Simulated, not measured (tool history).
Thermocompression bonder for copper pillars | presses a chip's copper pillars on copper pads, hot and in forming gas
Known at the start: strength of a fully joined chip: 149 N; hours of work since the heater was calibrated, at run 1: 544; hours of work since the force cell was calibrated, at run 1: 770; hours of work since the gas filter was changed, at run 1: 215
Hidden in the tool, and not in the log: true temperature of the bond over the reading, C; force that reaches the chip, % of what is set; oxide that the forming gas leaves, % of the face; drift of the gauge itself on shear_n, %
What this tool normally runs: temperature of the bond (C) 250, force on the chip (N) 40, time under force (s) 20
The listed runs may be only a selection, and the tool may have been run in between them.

run	hour	temperature of the bond (C)	force on the chip (N)	time under force (s)	hours of work since the heater was calibrated	hours of work since the force cell was calibrated	hours of work since the gas filter was changed	force that shears a chip off (N)
1	0.0	250	40	20	544	770	215	57.7
2	14.6	250	46	20	551	777	222	63.4
3	30.7	250	40	55	558	785	230	81.7
4	65.9	227	40	20	575	802	247	42.9
5	84.8	227	40	20	584	811	256	43.5
6	113.0	227	40	20	598	824	270	43.0
7	129.1	250	40	20	606	832	277	57.8
8	144.4	250	40	20	613	839	285	56.4
9	177.5	250	40	20	629	855	301	56.3
10	201.6	250	40	20	641	867	312	56.6
11	218.7	250	40	20	649	875	321	55.6
12	245.3	263	40	20	662	888	333	66.2
13	278.3	263	40	20	678	904	349	64.8
14	305.1	250	40	19	691	917	362	55.9
# hour 308.5: forming gas filter changed
15	320.7	250	40	19	698	924	6	60.1
16	342.8	250	27	19	709	935	17	45.5
17	376.5	250	40	20	725	951	33	61.5
18	404.8	249	40	20	739	965	46	61.7
19	435.3	249	40	20	753	979	61	60.8
20	460.0	250	40	20	765	991	73	61.3
21	484.5	250	25	20	777	1003	85	44.2
22	503.9	250	28	20	786	1013	94	47.5
23	530.7	222	32	11	799	1025	107	28.3
24	565.9	250	30	40	816	1042	124	65.4
25	583.6	253	32	11	825	1051	133	42.5
# hour 587.7: heater calibrated with a thermocouple chip
26	604.0	253	32	11	8	1060	142	45.5
27	631.0	237	59	16	21	1073	155	66.3
28	661.9	263	49	25	36	1088	169	87.3
29	691.5	263	49	25	50	1102	184	88.4
30	723.7	263	49	37	66	1118	199	97.1
# hour 746.9: heater calibrated with a thermocouple chip, once more
31	758.5	252	60	39	6	1133	215	90.4
32	774.4	252	35	39	13	1141	223	65.4
33	790.2	279	32	13	21	1149	230	53.8
34	816.7	279	32	13	34	1161	243	53.3
35	852.6	279	32	11	51	1179	260	49.8
36	875.4	279	32	11	62	1190	271	50.7
37	898.7	279	52	36	73	1201	283	98.8
38	925.7	279	52	36	86	1214	296	100.6
39	957.7	222	40	20	102	1229	311	37.3

The logged runs with the hidden state left out (each run's random variation unchanged):
run	force that shears a chip off (N)
1	55.5
2	61.3
3	80.1
4	40.9
5	41.5
6	41.0
7	56.1
8	54.8
9	54.8
10	55.3
11	54.3
12	65.5
13	64.3
14	55.0
15	53.5
16	40.2
17	55.2
18	55.4
19	54.6
20	55.3
21	39.5
22	42.5
23	24.7
24	59.5
25	38.2
26	38.5
27	56.8
28	78.5
29	79.6
30	89.0
31	93.0
32	66.8
33	54.8
34	54.5
35	51.0
36	52.1
37	103.5
38	105.6
39	38.2
